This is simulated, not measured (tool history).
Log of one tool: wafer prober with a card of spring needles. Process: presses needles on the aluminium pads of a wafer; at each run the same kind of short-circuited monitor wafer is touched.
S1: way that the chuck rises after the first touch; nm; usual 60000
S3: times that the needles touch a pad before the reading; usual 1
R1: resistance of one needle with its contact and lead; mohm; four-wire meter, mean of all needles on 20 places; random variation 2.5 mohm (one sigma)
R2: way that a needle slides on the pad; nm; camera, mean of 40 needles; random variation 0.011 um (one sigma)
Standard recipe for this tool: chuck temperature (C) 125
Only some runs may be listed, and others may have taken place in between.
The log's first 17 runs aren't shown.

-- hour=195.4 tips cleaned on abrasive film
run 18 hour=197.1 | S1=78000 chuck_temperature_(C)=33 S3=1 | R1=294 R2=18420
-- hour=206.1 tips cleaned on abrasive film
run 19 hour=207.3 | S1=43000 chuck_temperature_(C)=68 S3=3 | R1=301 R2=10120
-- hour=217.2 tips cleaned on abrasive film
run 20 hour=220.9 | S1=70000 chuck_temperature_(C)=52 S3=3 | R1=281 R2=16510
-- hour=228.5 tips cleaned on abrasive film
run 21 hour=228.5 | S1=70000 chuck_temperature_(C)=34 S3=1 | R1=267 R2=16510
-- hour=239.3 tips cleaned on abrasive film
run 22 hour=240.3 | S1=42000 chuck_temperature_(C)=74 S3=3 | R1=313 R2=9860
-- hour=249.9 tips cleaned on abrasive film
run 23 hour=254.2 | S1=42000 chuck_temperature_(C)=74 S3=3 | R1=345 R2=9860
-- hour=260.5 tips cleaned on abrasive film
run 24 hour=263.1 | S1=54000 chuck_temperature_(C)=74 S3=2 | R1=324 R2=12670
-- hour=270.2 height of the first contact set anew
run 25 hour=270.2 | S1=54000 chuck_temperature_(C)=74 S3=2 | R1=352 R2=12810
-- hour=271.6 tips cleaned on abrasive film
-- hour=283.0 tips cleaned on abrasive film
run 26 hour=284.8 | S1=47000 chuck_temperature_(C)=27 S3=1 | R1=353 R2=11100
-- hour=293.3 tips cleaned on abrasive film
run 27 hour=298.5 | S1=47000 chuck_temperature_(C)=125 S3=2 | R1=379 R2=11110

For run 28, what comes out?
-- hour=304.0 tips cleaned on abrasive film
run 28 hour=313.1 | S1=67000 chuck_temperature_(C)=125 S3=1 | R1=? R2=?

Logged for run 28: R1 365 mohm, R2 15830 nm.
Minus the tool's unlogged condition, the same run would have read R1 282 mohm, R2 15880 nm.
